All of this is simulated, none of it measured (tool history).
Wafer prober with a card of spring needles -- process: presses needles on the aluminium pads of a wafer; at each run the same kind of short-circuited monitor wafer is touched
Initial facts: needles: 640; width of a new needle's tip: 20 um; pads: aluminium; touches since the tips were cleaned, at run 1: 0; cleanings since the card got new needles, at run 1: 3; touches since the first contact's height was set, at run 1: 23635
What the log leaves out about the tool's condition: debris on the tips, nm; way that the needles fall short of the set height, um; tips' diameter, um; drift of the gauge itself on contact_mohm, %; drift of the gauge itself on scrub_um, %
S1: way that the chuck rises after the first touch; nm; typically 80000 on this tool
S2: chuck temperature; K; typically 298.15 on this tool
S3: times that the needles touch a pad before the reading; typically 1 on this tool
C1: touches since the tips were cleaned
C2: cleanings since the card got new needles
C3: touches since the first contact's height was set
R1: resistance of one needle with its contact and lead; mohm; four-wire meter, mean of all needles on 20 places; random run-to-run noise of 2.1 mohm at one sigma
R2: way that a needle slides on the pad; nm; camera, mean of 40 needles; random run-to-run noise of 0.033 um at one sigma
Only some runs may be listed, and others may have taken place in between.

run,hour,S1,S2,S3,C1,C2,C3,R1,R2
1,0,80000,298.15,1,0,3,23635,228,18770
# hour 12.3: tips cleaned on abrasive film
# hour 23.7: tips cleaned on abrasive film
2,33.7,80000,298.15,1,6542,5,45526,229,18790
# hour 36.4: tips cleaned on abrasive film
# hour 47.9: tips cleaned on abrasive film
3,55.8,80000,298.15,1,5115,7,59776,221,18760
# hour 58.5: tips cleaned on abrasive film
# hour 70.4: tips cleaned on abrasive film
# hour 80.8: tips cleaned on abrasive film
4,81.5,80000,298.15,1,432,10,76343,224,18860
# hour 93.6: tips cleaned on abrasive film
# hour 105.7: tips cleaned on abrasive film
5,105.7,80000,298.15,1,0,12,92067,230,18850
# hour 108.6: height of the first contact set anew
# hour 117.9: tips cleaned on abrasive film
6,127,80000,298.15,1,5966,13,11946,224,18930
# hour 129.1: tips cleaned on abrasive film
# hour 141.7: tips cleaned on abrasive film
7,148.8,80000,298.15,1,4659,15,26038,226,18950
# hour 153.4: tips cleaned on abrasive film
# hour 164.6: tips cleaned on abrasive film
# hour 175.8: tips cleaned on abrasive film
8,175.8,80000,312.15,1,0,18,43441,226,18930
# hour 187.8: tips cleaned on abrasive film
# hour 199.6: tips cleaned on abrasive film
# hour 212: tips cleaned on abrasive film
9,214.1,80000,312.15,1,1353,21,68262,231,19040
# hour 223.1: tips cleaned on abrasive film
# hour 234.2: tips cleaned on abrasive film
10,244.1,80000,312.15,1,6486,23,87729,231,19050
# hour 246: tips cleaned on abrasive film
# hour 253.7: height of the first contact set anew
# hour 258.2: tips cleaned on abrasive film
# hour 270: tips cleaned on abrasive film
11,270.3,80000,312.15,1,242,26,10728,233,19040
# hour 282.5: tips cleaned on abrasive film
# hour 294: tips cleaned on abrasive film
12,296.9,80000,312.15,1,1871,28,27919,232,19100
# hour 306.4: tips cleaned on abrasive film
# hour 318.3: tips cleaned on abrasive film
13,322.6,80000,323.15,1,2794,30,44590,233,19190
# hour 329.2: tips cleaned on abrasive film
# hour 341.1: tips cleaned on abrasive film
14,345.5,80000,298.15,1,2821,32,59368,227,19150
# hour 353.9: tips cleaned on abrasive film
# hour 366.4: tips cleaned on abrasive film
15,374.2,80000,298.15,1,5072,34,77993,227,19200

What does the tool deliver on the next run?
# hour 376.9: tips cleaned on abrasive film
# hour 379.5: gauge calibrated
# hour 389.1: tips cleaned on abrasive film
# hour 398.7: height of the first contact set anew
# hour 401: tips cleaned on abrasive film
16,402.8,80000,298.15,1,1187,37,2637,?,?

Run 16 produced R1 228 mohm, R2 18860 nm.
The same run, on a tool lacking any hidden state, would have yielded R1 228 mohm, R2 18830 nm.

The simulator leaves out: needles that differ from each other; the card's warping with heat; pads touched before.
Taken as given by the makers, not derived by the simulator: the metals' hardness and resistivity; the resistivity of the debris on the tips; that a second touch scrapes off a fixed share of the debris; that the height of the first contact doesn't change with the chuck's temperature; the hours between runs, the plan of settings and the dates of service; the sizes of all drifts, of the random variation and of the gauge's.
